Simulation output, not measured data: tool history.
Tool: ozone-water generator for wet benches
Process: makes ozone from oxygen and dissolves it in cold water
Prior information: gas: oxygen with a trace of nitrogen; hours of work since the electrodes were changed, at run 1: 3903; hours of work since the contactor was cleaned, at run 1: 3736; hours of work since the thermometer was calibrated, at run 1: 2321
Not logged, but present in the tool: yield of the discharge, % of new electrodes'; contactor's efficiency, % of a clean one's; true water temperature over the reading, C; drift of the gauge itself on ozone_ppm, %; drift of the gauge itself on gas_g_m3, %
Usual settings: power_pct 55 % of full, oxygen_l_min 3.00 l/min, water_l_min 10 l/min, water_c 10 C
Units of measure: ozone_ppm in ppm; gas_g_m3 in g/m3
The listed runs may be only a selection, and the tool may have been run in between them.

run	hour	power_pct	oxygen_l_min	water_l_min	water_c	hours of work since the electrodes were changed	hours of work since the contactor was cleaned	hours of work since the thermometer was calibrated	ozone_ppm	gas_g_m3
1	0.0	55	3.00	10	10	3903	3736	2321	19.2	188.6
2	82.9	55	3.00	10	10	3968	3801	2385	19.3	188.0
3	186.2	55	3.00	10	10	4049	3881	2466	19.0	190.1
# hour 309.6: contactor cleaned
4	342.7	55	3.00	10	10	4168	26	2585	19.2	190.5
# hour 409.3: water thermometer calibrated
5	448.9	55	3.00	15	10	4250	108	31	12.3	187.5
6	565.2	55	3.00	15	10	4341	199	122	12.4	188.6
7	652.0	55	3.00	15	10	4409	267	189	12.6	188.4
8	804.8	55	3.00	15	10	4528	386	309	12.5	188.8
9	907.1	55	1.54	10	10	4608	466	388	17.8	272.5
10	982.9	55	1.54	10	10	4667	525	448	17.7	271.5
11	1088.1	78	3.00	10	10	4749	607	530	26.5	259.1
12	1180.1	55	3.00	10	7	4821	679	602	20.1	187.0
13	1311.4	55	3.00	11	10	4923	781	704	17.5	190.2
14	1449.7	55	3.00	10	11	5031	889	812	19.1	189.0
15	1529.4	63	3.00	10	11	5093	952	874	21.3	212.9
16	1617.3	63	3.00	10	11	5162	1020	943	21.1	211.0
17	1685.7	50	3.00	10	5	5215	1074	996	18.5	173.5
18	1795.8	50	3.00	10	5	5301	1160	1082	18.7	172.6
19	1899.0	45	4.96	9	9	5382	1240	1163	17.5	119.7
20	1980.8	45	4.96	9	9	5446	1304	1226	17.6	120.6
21	2066.2	74	4.96	12	9	5512	1371	1293	21.0	187.5
22	2177.8	41	3.00	14	10	5599	1458	1380	10.4	146.1
23	2245.5	91	3.10	10	10	5652	1511	1433	30.0	289.4
24	2360.4	55	3.00	10	9	5742	1600	1523	19.6	190.2
25	2518.6	55	3.00	10	9	5865	1724	1646	19.4	186.8
26	2601.6	55	2.11	10	7	5930	1788	1711	19.4	230.8
27	2723.8	55	2.11	10	7	6025	1884	1806	19.2	230.4
28	2796.7	55	2.11	10	7	6082	1941	1863	19.3	229.7
29	2874.3	43	2.44	16	14	6143	2001	1924	8.5	171.1
30	2959.3	43	2.44	16	14	6209	2068	1990	8.6	169.7
31	3034.2	43	2.44	16	14	6268	2126	2049	8.8	170.5
32	3157.9	52	2.50	12	14	6364	2223	2145	14.4	199.3

Consider 4 possible next runs. They are alternatives, not a sequence: every one starts from the tool as it was left by run 32. What does each give?
A	3245.6	52	5.20	12	14	6433	2291	2214	?	?
B	3245.6	52	2.50	14	10	6433	2291	2214	?	?
C	3245.6	60	2.50	12	14	6433	2291	2214	?	?
D	3245.6	55	3.00	14	7	6433	2291	2214	?	?

run	ozone_ppm	gas_g_m3
A	14.3	131.4
B	12.6	199.4
C	16.1	228.0
D	13.9	190.1
Had the tool no hidden state, the same runs would have come out as:
run	ozone_ppm	gas_g_m3
A	14.3	131.5
B	12.6	199.6
C	16.1	228.3
D	13.9	190.3
